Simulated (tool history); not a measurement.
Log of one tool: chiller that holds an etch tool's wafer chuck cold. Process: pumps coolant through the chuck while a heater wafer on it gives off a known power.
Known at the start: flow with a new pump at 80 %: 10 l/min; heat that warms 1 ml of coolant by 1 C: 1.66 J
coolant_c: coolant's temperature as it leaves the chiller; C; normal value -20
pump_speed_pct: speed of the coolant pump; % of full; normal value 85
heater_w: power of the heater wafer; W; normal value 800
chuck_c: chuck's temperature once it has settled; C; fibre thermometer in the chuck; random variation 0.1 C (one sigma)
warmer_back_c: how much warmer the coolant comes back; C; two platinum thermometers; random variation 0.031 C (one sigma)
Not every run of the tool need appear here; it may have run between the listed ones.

Run 1, hour 0.0: usual settings. Result: chuck_c -10.6 C, warmer_back_c 2.68 C.
Run 2, hour 32.7: usual settings. Result: chuck_c -10.8 C, warmer_back_c 2.66 C.
Run 3, hour 63.9: usual settings. Result: chuck_c -10.8 C, warmer_back_c 2.67 C.
Run 4, hour 99.6: usual settings. Result: chuck_c -10.6 C, warmer_back_c 2.73 C.
Run 5, hour 116.3: usual settings. Result: chuck_c -10.8 C, warmer_back_c 2.68 C.
Run 6, hour 140.4: usual settings but heater_w 615 W. Result: chuck_c -13.0 C, warmer_back_c 2.08 C.
Run 7, hour 157.1: usual settings but heater_w 615 W. Result: chuck_c -13.1 C, warmer_back_c 2.02 C.
Run 8, hour 171.9: usual settings but heater_w 615 W. Result: chuck_c -13.1 C, warmer_back_c 2.04 C.
Run 9, hour 189.0: usual settings. Result: chuck_c -11.1 C, warmer_back_c 2.66 C.
Run 10, hour 211.6: usual settings. Result: chuck_c -10.9 C, warmer_back_c 2.71 C.
Run 11, hour 246.1: usual settings. Result: chuck_c -10.7 C, warmer_back_c 2.60 C.
Run 12, hour 269.4: usual settings but pump_speed_pct 88 % of full. Result: chuck_c -11.2 C, warmer_back_c 2.48 C.
Run 13, hour 290.9: usual settings. Result: chuck_c -10.7 C, warmer_back_c 2.65 C.
Run 14, hour 316.4: usual settings. Result: chuck_c -10.7 C, warmer_back_c 2.64 C.
Run 15, hour 335.6: usual settings but coolant_c -16 C, pump_speed_pct 73 % of full, heater_w 768 W. Result: chuck_c -6.0 C, warmer_back_c 3.01 C.
Run 16, hour 364.1: usual settings but coolant_c -16 C, pump_speed_pct 73 % of full, heater_w 768 W. Result: chuck_c -5.8 C, warmer_back_c 3.02 C.
Run 17, hour 399.9: usual settings but coolant_c -16 C, pump_speed_pct 73 % of full, heater_w 768 W. Result: chuck_c -5.9 C, warmer_back_c 2.94 C.
Run 18, hour 433.3: usual settings but coolant_c -16 C, pump_speed_pct 73 % of full, heater_w 768 W. Result: chuck_c -5.9 C, warmer_back_c 2.97 C.
Run 19, hour 457.5: usual settings but coolant_c -16 C, pump_speed_pct 73 % of full, heater_w 768 W. Result: chuck_c -6.1 C, warmer_back_c 2.96 C.
Run 20, hour 475.0: usual settings but coolant_c -16 C, pump_speed_pct 64 % of full, heater_w 893 W. Result: chuck_c -3.1 C, warmer_back_c 4.03 C.
Run 21, hour 503.5: usual settings but coolant_c -16 C, pump_speed_pct 64 % of full, heater_w 893 W. Result: chuck_c -2.9 C, warmer_back_c 4.08 C.
At hour 509.1: chiller's thermometer calibrated.
Run 22, hour 536.1: usual settings but coolant_c -14 C, pump_speed_pct 64 % of full, heater_w 439 W. Result: chuck_c -7.5 C, warmer_back_c 1.97 C.
Run 23, hour 554.1: usual settings but coolant_c -14 C, pump_speed_pct 64 % of full, heater_w 439 W. Result: chuck_c -7.7 C, warmer_back_c 1.90 C.
Run 24, hour 575.6: usual settings but coolant_c -14 C, pump_speed_pct 64 % of full, heater_w 439 W. Result: chuck_c -7.7 C, warmer_back_c 1.92 C.
Run 25, hour 609.4: usual settings but heater_w 651 W. Result: chuck_c -12.7 C, warmer_back_c 2.05 C.
Run 26, hour 642.8: usual settings but coolant_c -23 C, pump_speed_pct 76 % of full, heater_w 761 W. Result: chuck_c -13.3 C, warmer_back_c 2.75 C.
Run 27, hour 657.7: usual settings but coolant_c -16 C, pump_speed_pct 61 % of full, heater_w 422 W. Result: chuck_c -9.5 C, warmer_back_c 1.93 C.
Run 28, hour 674.4: usual settings but coolant_c -27 C, pump_speed_pct 73 % of full, heater_w 663 W. Result: chuck_c -18.2 C, warmer_back_c 2.50 C.

Consider 4 possible next runs. They are alternatives, not a sequence: every one starts from the tool as it was left by run 28. What does each give?
Run A, hour 708.1: usual settings but pump_speed_pct 87 % of full, heater_w 865 W. Result: chuck_c ?, warmer_back_c ?.
Run B, hour 708.1: usual settings but coolant_c -27 C, pump_speed_pct 73 % of full, heater_w 545 W. Result: chuck_c ?, warmer_back_c ?.
Run C, hour 708.1: usual settings but coolant_c -14 C, pump_speed_pct 83 % of full. Result: chuck_c ?, warmer_back_c ?.
Run D, hour 708.1: usual settings but coolant_c -10 C, pump_speed_pct 96 % of full, heater_w 427 W. Result: chuck_c ?, warmer_back_c ?.

run  chuck_c  warmer_back_c
  A    -10.1           2.68
  B    -20.0           2.04
  C     -4.7           2.57
  D     -5.5           1.08
What these runs would have given with no unlogged condition in the tool:
run  chuck_c  warmer_back_c
  A    -10.1           2.85
  B    -20.0           2.21
  C     -4.7           2.73
  D     -5.5           1.25
